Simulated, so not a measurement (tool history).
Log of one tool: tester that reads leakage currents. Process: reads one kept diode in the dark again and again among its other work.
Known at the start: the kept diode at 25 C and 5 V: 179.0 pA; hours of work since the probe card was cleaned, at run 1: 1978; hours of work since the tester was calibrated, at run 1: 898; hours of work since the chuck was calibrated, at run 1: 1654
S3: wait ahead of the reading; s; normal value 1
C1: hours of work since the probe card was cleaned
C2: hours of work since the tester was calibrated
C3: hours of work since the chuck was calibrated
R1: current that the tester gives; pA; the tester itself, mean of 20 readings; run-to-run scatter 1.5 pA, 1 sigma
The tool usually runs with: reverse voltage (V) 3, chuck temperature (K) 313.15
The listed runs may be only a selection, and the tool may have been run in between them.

{"run": 1, "hour": 0.0, "reverse voltage (V)": 3, "chuck temperature (K)": 313.15, "S3": 1, "C1": 1978, "C2": 898, "C3": 1654, "R1": 451.23}
{"hour": 65.0, "done": "probe card cleaned and baked"}
{"run": 2, "hour": 68.1, "reverse voltage (V)": 3, "chuck temperature (K)": 313.15, "S3": 1, "C1": 1, "C2": 924, "C3": 1680, "R1": 441.25}
{"run": 3, "hour": 134.1, "reverse voltage (V)": 3, "chuck temperature (K)": 313.15, "S3": 1, "C1": 28, "C2": 951, "C3": 1707, "R1": 439.72}
{"run": 4, "hour": 207.4, "reverse voltage (V)": 3, "chuck temperature (K)": 313.15, "S3": 1, "C1": 57, "C2": 980, "C3": 1736, "R1": 438.36}
{"run": 5, "hour": 251.3, "reverse voltage (V)": 4.7, "chuck temperature (K)": 313.15, "S3": 1, "C1": 75, "C2": 998, "C3": 1754, "R1": 537.03}
{"run": 6, "hour": 333.9, "reverse voltage (V)": 3, "chuck temperature (K)": 313.15, "S3": 1, "C1": 108, "C2": 1031, "C3": 1787, "R1": 437.71}
{"run": 7, "hour": 425.7, "reverse voltage (V)": 3, "chuck temperature (K)": 313.15, "S3": 1, "C1": 145, "C2": 1068, "C3": 1824, "R1": 436.72}
{"run": 8, "hour": 522.0, "reverse voltage (V)": 3, "chuck temperature (K)": 313.15, "S3": 1, "C1": 183, "C2": 1106, "C3": 1863, "R1": 436.6}
{"run": 9, "hour": 595.5, "reverse voltage (V)": 3, "chuck temperature (K)": 313.15, "S3": 1, "C1": 213, "C2": 1136, "C3": 1892, "R1": 436.48}
{"run": 10, "hour": 694.6, "reverse voltage (V)": 6.98, "chuck temperature (K)": 313.15, "S3": 1, "C1": 253, "C2": 1176, "C3": 1932, "R1": 633.81}
{"run": 11, "hour": 772.1, "reverse voltage (V)": 3, "chuck temperature (K)": 313.15, "S3": 0.38, "C1": 284, "C2": 1207, "C3": 1963, "R1": 433.18}
{"run": 12, "hour": 825.9, "reverse voltage (V)": 3, "chuck temperature (K)": 313.15, "S3": 1, "C1": 305, "C2": 1228, "C3": 1984, "R1": 433.41}
{"run": 13, "hour": 904.5, "reverse voltage (V)": 3, "chuck temperature (K)": 313.15, "S3": 0.42, "C1": 337, "C2": 1260, "C3": 2016, "R1": 431.73}
{"run": 14, "hour": 968.2, "reverse voltage (V)": 3, "chuck temperature (K)": 313.15, "S3": 0.42, "C1": 362, "C2": 1285, "C3": 2042, "R1": 431.23}
{"run": 15, "hour": 1066.6, "reverse voltage (V)": 3, "chuck temperature (K)": 294.15, "S3": 1, "C1": 402, "C2": 1325, "C3": 2081, "R1": 87.88}
{"run": 16, "hour": 1109.1, "reverse voltage (V)": 3, "chuck temperature (K)": 321.15, "S3": 1, "C1": 419, "C2": 1342, "C3": 2098, "R1": 797.24}
{"run": 17, "hour": 1177.7, "reverse voltage (V)": 3, "chuck temperature (K)": 302.15, "S3": 1, "C1": 446, "C2": 1369, "C3": 2126, "R1": 174.25}
{"run": 18, "hour": 1231.0, "reverse voltage (V)": 3, "chuck temperature (K)": 302.15, "S3": 1, "C1": 468, "C2": 1391, "C3": 2147, "R1": 174.75}
{"hour": 1331.3, "done": "chuck's temperature calibrated"}
{"run": 19, "hour": 1331.5, "reverse voltage (V)": 3, "chuck temperature (K)": 302.15, "S3": 1, "C1": 507, "C2": 1430, "C3": 0, "R1": 203.33}
{"run": 20, "hour": 1383.8, "reverse voltage (V)": 1.36, "chuck temperature (K)": 313.15, "S3": 1, "C1": 528, "C2": 1451, "C3": 21, "R1": 345.76}
{"run": 21, "hour": 1466.0, "reverse voltage (V)": 1.36, "chuck temperature (K)": 313.15, "S3": 1, "C1": 561, "C2": 1484, "C3": 54, "R1": 343.45}
{"run": 22, "hour": 1546.9, "reverse voltage (V)": 3.88, "chuck temperature (K)": 326.15, "S3": 1.82, "C1": 594, "C2": 1517, "C3": 86, "R1": 1458.42}
{"run": 23, "hour": 1615.3, "reverse voltage (V)": 12.09, "chuck temperature (K)": 333.15, "S3": 4.75, "C1": 621, "C2": 1544, "C3": 114, "R1": 3946.96}
{"run": 24, "hour": 1708.4, "reverse voltage (V)": 12.09, "chuck temperature (K)": 333.15, "S3": 4.75, "C1": 658, "C2": 1581, "C3": 151, "R1": 3962.21}
{"run": 25, "hour": 1768.3, "reverse voltage (V)": 3.16, "chuck temperature (K)": 303.15, "S3": 1, "C1": 682, "C2": 1605, "C3": 175, "R1": 223.58}
{"run": 26, "hour": 1846.7, "reverse voltage (V)": 3.16, "chuck temperature (K)": 303.15, "S3": 1, "C1": 714, "C2": 1637, "C3": 207, "R1": 222.81}
{"run": 27, "hour": 1935.8, "reverse voltage (V)": 13.6, "chuck temperature (K)": 312.15, "S3": 1, "C1": 750, "C2": 1673, "C3": 242, "R1": 886.49}
{"run": 28, "hour": 1998.2, "reverse voltage (V)": 3, "chuck temperature (K)": 313.15, "S3": 8.67, "C1": 775, "C2": 1698, "C3": 267, "R1": 484.07}
{"run": 29, "hour": 2075.2, "reverse voltage (V)": 9.72, "chuck temperature (K)": 308.15, "S3": 4.36, "C1": 806, "C2": 1729, "C3": 298, "R1": 552.98}
{"run": 30, "hour": 2164.8, "reverse voltage (V)": 1.94, "chuck temperature (K)": 303.15, "S3": 5.65, "C1": 841, "C2": 1764, "C3": 334, "R1": 178.45}
{"run": 31, "hour": 2219.8, "reverse voltage (V)": 4.12, "chuck temperature (K)": 295.15, "S3": 0.36, "C1": 864, "C2": 1787, "C3": 356, "R1": 128.14}
{"run": 32, "hour": 2290.3, "reverse voltage (V)": 3.7, "chuck temperature (K)": 317.15, "S3": 0.53, "C1": 892, "C2": 1815, "C3": 385, "R1": 719.56}
{"run": 33, "hour": 2346.0, "reverse voltage (V)": 18.7, "chuck temperature (K)": 298.15, "S3": 2.65, "C1": 914, "C2": 1837, "C3": 407, "R1": 334.25}
{"run": 34, "hour": 2397.2, "reverse voltage (V)": 7.95, "chuck temperature (K)": 313.15, "S3": 1, "C1": 935, "C2": 1858, "C3": 428, "R1": 742.58}
{"run": 35, "hour": 2452.1, "reverse voltage (V)": 1.76, "chuck temperature (K)": 301.15, "S3": 6.53, "C1": 957, "C2": 1880, "C3": 450, "R1": 142.34}
{"run": 36, "hour": 2510.8, "reverse voltage (V)": 1.76, "chuck temperature (K)": 301.15, "S3": 6.53, "C1": 980, "C2": 1903, "C3": 473, "R1": 142.17}
{"run": 37, "hour": 2579.5, "reverse voltage (V)": 3, "chuck temperature (K)": 315.15, "S3": 0.39, "C1": 1008, "C2": 1931, "C3": 501, "R1": 557.81}
{"run": 38, "hour": 2640.5, "reverse voltage (V)": 3, "chuck temperature (K)": 322.15, "S3": 0.83, "C1": 1032, "C2": 1955, "C3": 525, "R1": 943.94}

Predict each of these 4 candidate next runs independently; none follows another, all start after run 38:
{"run": "A", "hour": 2712.3, "reverse voltage (V)": 2.99, "chuck temperature (K)": 302.15, "S3": 0.33, "C1": 1061, "C2": 1984, "C3": 554, "R1": "?"}
{"run": "B", "hour": 2712.3, "reverse voltage (V)": 3, "chuck temperature (K)": 327.15, "S3": 0.83, "C1": 1061, "C2": 1984, "C3": 554, "R1": "?"}
{"run": "C", "hour": 2712.3, "reverse voltage (V)": 8.6, "chuck temperature (K)": 313.15, "S3": 1, "C1": 1061, "C2": 1984, "C3": 554, "R1": "?"}
{"run": "D", "hour": 2712.3, "reverse voltage (V)": 3.85, "chuck temperature (K)": 315.15, "S3": 1, "C1": 1061, "C2": 1984, "C3": 554, "R1": "?"}

run=A R1=197.68
run=B R1=1362.27
run=C R1=767.77
run=D R1=618.7
Without the tool's hidden state the same runs would have given:
run=A R1=202.03
run=B R1=1410.29
run=C R1=787.1
run=D R1=638.54

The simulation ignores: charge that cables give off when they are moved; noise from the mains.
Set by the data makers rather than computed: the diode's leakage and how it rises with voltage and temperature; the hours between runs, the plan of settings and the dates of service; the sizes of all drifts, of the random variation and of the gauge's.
